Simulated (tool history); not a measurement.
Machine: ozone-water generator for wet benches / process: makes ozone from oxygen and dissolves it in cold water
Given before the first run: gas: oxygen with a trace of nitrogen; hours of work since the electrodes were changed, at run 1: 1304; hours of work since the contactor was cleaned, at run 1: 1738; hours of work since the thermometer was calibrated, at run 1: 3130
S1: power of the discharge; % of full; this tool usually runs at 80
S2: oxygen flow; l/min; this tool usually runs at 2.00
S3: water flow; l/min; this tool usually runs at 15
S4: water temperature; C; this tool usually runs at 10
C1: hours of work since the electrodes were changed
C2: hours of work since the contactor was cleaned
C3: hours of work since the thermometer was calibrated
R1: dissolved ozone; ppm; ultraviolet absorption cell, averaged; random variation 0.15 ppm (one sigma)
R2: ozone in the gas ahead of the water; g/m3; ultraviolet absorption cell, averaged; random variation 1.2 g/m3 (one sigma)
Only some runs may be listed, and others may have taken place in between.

run 1 hour=0.0 | S1=80 S2=2.00 S3=15 S4=10 | C1=1304 C2=1738 C3=3130 | R1=17.6 R2=212.4
run 2 hour=50.2 | S1=49 S2=2.00 S3=15 S4=10 | C1=1349 C2=1783 C3=3174 | R1=13.8 R2=165.8
run 3 hour=80.2 | S1=49 S2=2.00 S3=15 S4=10 | C1=1376 C2=1810 C3=3201 | R1=13.8 R2=163.6
run 4 hour=118.4 | S1=49 S2=2.00 S3=15 S4=10 | C1=1410 C2=1844 C3=3235 | R1=13.7 R2=163.5
run 5 hour=165.2 | S1=49 S2=2.00 S3=15 S4=10 | C1=1452 C2=1886 C3=3277 | R1=13.8 R2=163.7
run 6 hour=215.1 | S1=49 S2=2.00 S3=15 S4=10 | C1=1496 C2=1930 C3=3322 | R1=13.9 R2=164.6
run 7 hour=258.1 | S1=80 S2=2.00 S3=15 S4=10 | C1=1535 C2=1969 C3=3360 | R1=18.1 R2=213.6
run 8 hour=300.7 | S1=90 S2=1.66 S3=15 S4=10 | C1=1573 C2=2007 C3=3399 | R1=17.8 R2=246.1
run 9 hour=338.1 | S1=90 S2=1.66 S3=15 S4=10 | C1=1606 C2=2040 C3=3432 | R1=17.9 R2=247.4
run 10 hour=372.6 | S1=91 S2=2.03 S3=24 S4=7 | C1=1637 C2=2071 C3=3463 | R1=12.1 R2=229.7
run 11 hour=417.5 | S1=91 S2=2.03 S3=24 S4=7 | C1=1677 C2=2111 C3=3503 | R1=11.8 R2=227.7
run 12 hour=464.7 | S1=91 S2=2.03 S3=24 S4=7 | C1=1720 C2=2154 C3=3545 | R1=11.9 R2=225.1
run 13 hour=505.4 | S1=99 S2=2.03 S3=9 S4=7 | C1=1756 C2=2190 C3=3582 | R1=32.4 R2=236.0
run 14 hour=530.2 | S1=74 S2=1.36 S3=9 S4=13 | C1=1778 C2=2212 C3=3604 | R1=24.0 R2=244.4

Forecast each of these 5 alternatives for the next run:
run A hour=562.5 | S1=52 S2=3.05 S3=16 S4=13 | C1=1807 C2=2241 C3=3633 | R1=? R2=?
run B hour=562.5 | S1=80 S2=2.00 S3=15 S4=9 | C1=1807 C2=2241 C3=3633 | R1=? R2=?
run C hour=562.5 | S1=74 S2=2.81 S3=9 S4=13 | C1=1807 C2=2241 C3=3633 | R1=? R2=?
run D hour=562.5 | S1=44 S2=1.23 S3=15 S4=16 | C1=1807 C2=2241 C3=3633 | R1=? R2=?
run E hour=562.5 | S1=80 S2=2.00 S3=14 S4=8 | C1=1807 C2=2241 C3=3633 | R1=? R2=?

run=A R1=14.3 R2=138.4
run=B R1=18.0 R2=213.2
run=C R1=26.7 R2=173.8
run=D R1=10.6 R2=195.6
run=E R1=19.5 R2=214.3
With no hidden state in the tool, these same runs would have given:
run=A R1=14.4 R2=138.5
run=B R1=18.0 R2=213.3
run=C R1=26.7 R2=173.9
run=D R1=10.6 R2=195.7
run=E R1=19.5 R2=214.4
